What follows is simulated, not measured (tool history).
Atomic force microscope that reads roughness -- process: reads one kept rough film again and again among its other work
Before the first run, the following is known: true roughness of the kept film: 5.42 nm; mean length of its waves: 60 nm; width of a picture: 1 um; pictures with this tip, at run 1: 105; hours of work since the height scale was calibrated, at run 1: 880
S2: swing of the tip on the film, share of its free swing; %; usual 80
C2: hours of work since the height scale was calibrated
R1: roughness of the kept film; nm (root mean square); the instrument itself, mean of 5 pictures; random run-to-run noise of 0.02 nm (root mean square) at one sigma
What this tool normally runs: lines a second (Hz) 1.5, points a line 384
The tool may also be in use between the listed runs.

run 1 hour=0 | lines_a_second_(Hz)=1.5 S2=80 points_a_line=384 | pictures_with_this_tip=105 C2=880 | R1=4.649
-- hour=32.2 new tip fitted
run 2 hour=35.5 | lines_a_second_(Hz)=1.5 S2=80 points_a_line=384 | pictures_with_this_tip=3 C2=900 | R1=4.895
run 3 hour=92.3 | lines_a_second_(Hz)=3.08 S2=80 points_a_line=384 | pictures_with_this_tip=62 C2=931 | R1=4.546
run 4 hour=146.5 | lines_a_second_(Hz)=1.67 S2=80 points_a_line=384 | pictures_with_this_tip=117 C2=961 | R1=4.632
-- hour=167.5 new tip fitted
run 5 hour=188.5 | lines_a_second_(Hz)=1.67 S2=80 points_a_line=384 | pictures_with_this_tip=22 C2=984 | R1=4.847
run 6 hour=224.6 | lines_a_second_(Hz)=1.5 S2=80 points_a_line=384 | pictures_with_this_tip=59 C2=1004 | R1=4.825
run 7 hour=284.1 | lines_a_second_(Hz)=1.5 S2=80 points_a_line=986 | pictures_with_this_tip=120 C2=1037 | R1=4.686
-- hour=305.6 new tip fitted
run 8 hour=345.7 | lines_a_second_(Hz)=0.53 S2=80 points_a_line=384 | pictures_with_this_tip=41 C2=1071 | R1=5.019
run 9 hour=412.7 | lines_a_second_(Hz)=0.53 S2=80 points_a_line=384 | pictures_with_this_tip=110 C2=1108 | R1=4.794
-- hour=440.5 new tip fitted
run 10 hour=479.3 | lines_a_second_(Hz)=0.53 S2=80 points_a_line=384 | pictures_with_this_tip=39 C2=1144 | R1=4.971
run 11 hour=535.4 | lines_a_second_(Hz)=1.5 S2=80 points_a_line=384 | pictures_with_this_tip=97 C2=1176 | R1=4.698
run 12 hour=566.7 | lines_a_second_(Hz)=1.5 S2=80 points_a_line=384 | pictures_with_this_tip=129 C2=1193 | R1=4.648
-- hour=575.4 new tip fitted
run 13 hour=601.2 | lines_a_second_(Hz)=1.5 S2=80 points_a_line=384 | pictures_with_this_tip=26 C2=1212 | R1=4.897
run 14 hour=652.8 | lines_a_second_(Hz)=1.5 S2=80 points_a_line=384 | pictures_with_this_tip=79 C2=1240 | R1=4.731
-- hour=712.4 new tip fitted
run 15 hour=712.4 | lines_a_second_(Hz)=1.5 S2=80 points_a_line=384 | pictures_with_this_tip=0 C2=1273 | R1=4.982
run 16 hour=754.4 | lines_a_second_(Hz)=1.5 S2=80 points_a_line=384 | pictures_with_this_tip=43 C2=1296 | R1=4.901
run 17 hour=797.6 | lines_a_second_(Hz)=1.5 S2=80 points_a_line=272 | pictures_with_this_tip=87 C2=1320 | R1=4.738
run 18 hour=829 | lines_a_second_(Hz)=1.5 S2=80 points_a_line=384 | pictures_with_this_tip=119 C2=1338 | R1=4.684
-- hour=846.9 new tip fitted
run 19 hour=873.7 | lines_a_second_(Hz)=1.5 S2=80 points_a_line=384 | pictures_with_this_tip=28 C2=1362 | R1=4.85
run 20 hour=927.3 | lines_a_second_(Hz)=1.5 S2=77 points_a_line=384 | pictures_with_this_tip=83 C2=1392 | R1=4.803
-- hour=982.2 new tip fitted
-- hour=983.2 height scale calibrated on a step standard
run 21 hour=995.4 | lines_a_second_(Hz)=1.5 S2=87 points_a_line=384 | pictures_with_this_tip=12 C2=7 | R1=4.732
run 22 hour=1047.4 | lines_a_second_(Hz)=1.5 S2=87 points_a_line=384 | pictures_with_this_tip=66 C2=36 | R1=4.62
run 23 hour=1091 | lines_a_second_(Hz)=0.72 S2=65 points_a_line=384 | pictures_with_this_tip=110 C2=60 | R1=4.764
-- hour=1119.3 new tip fitted
run 24 hour=1135.7 | lines_a_second_(Hz)=1.5 S2=80 points_a_line=932 | pictures_with_this_tip=17 C2=84 | R1=4.802
run 25 hour=1199.7 | lines_a_second_(Hz)=1.5 S2=80 points_a_line=932 | pictures_with_this_tip=82 C2=120 | R1=4.69
run 26 hour=1237.7 | lines_a_second_(Hz)=1.5 S2=80 points_a_line=932 | pictures_with_this_tip=121 C2=141 | R1=4.587
-- hour=1255 new tip fitted
run 27 hour=1272.1 | lines_a_second_(Hz)=1.5 S2=80 points_a_line=932 | pictures_with_this_tip=17 C2=159 | R1=4.842
run 28 hour=1305 | lines_a_second_(Hz)=0.62 S2=80 points_a_line=733 | pictures_with_this_tip=51 C2=178 | R1=4.895
run 29 hour=1361.6 | lines_a_second_(Hz)=0.62 S2=80 points_a_line=733 | pictures_with_this_tip=109 C2=209 | R1=4.701
-- hour=1390.4 new tip fitted
run 30 hour=1420.3 | lines_a_second_(Hz)=2.17 S2=62 points_a_line=330 | pictures_with_this_tip=31 C2=241 | R1=4.902
run 31 hour=1467.2 | lines_a_second_(Hz)=1.5 S2=76 points_a_line=519 | pictures_with_this_tip=79 C2=267 | R1=4.698
-- hour=1526.1 new tip fitted
run 32 hour=1532.3 | lines_a_second_(Hz)=3.33 S2=73 points_a_line=519 | pictures_with_this_tip=6 C2=303 | R1=4.72
run 33 hour=1576.4 | lines_a_second_(Hz)=3.08 S2=86 points_a_line=445 | pictures_with_this_tip=51 C2=327 | R1=4.362
run 34 hour=1622.7 | lines_a_second_(Hz)=1.98 S2=80 points_a_line=418 | pictures_with_this_tip=99 C2=353 | R1=4.529
-- hour=1661.7 new tip fitted
run 35 hour=1681.3 | lines_a_second_(Hz)=1.98 S2=80 points_a_line=418 | pictures_with_this_tip=20 C2=385 | R1=4.783

4 options for the next run, each taken on its own from the tool as it stands now. Forecast them:
run A hour=1724.4 | lines_a_second_(Hz)=1.18 S2=80 points_a_line=356 | pictures_with_this_tip=64 C2=409 | R1=?
run B hour=1724.4 | lines_a_second_(Hz)=1.62 S2=69 points_a_line=682 | pictures_with_this_tip=64 C2=409 | R1=?
run C hour=1724.4 | lines_a_second_(Hz)=0.66 S2=81 points_a_line=414 | pictures_with_this_tip=64 C2=409 | R1=?
run D hour=1724.4 | lines_a_second_(Hz)=0.77 S2=80 points_a_line=592 | pictures_with_this_tip=64 C2=409 | R1=?

run=A R1=4.759
run=B R1=4.825
run=C R1=4.876
run=D R1=4.864
Take away the tool's hidden state, keep each run's random variation, and the runs would have read:
run=A R1=4.897
run=B R1=4.965
run=C R1=5.017
run=D R1=5.004
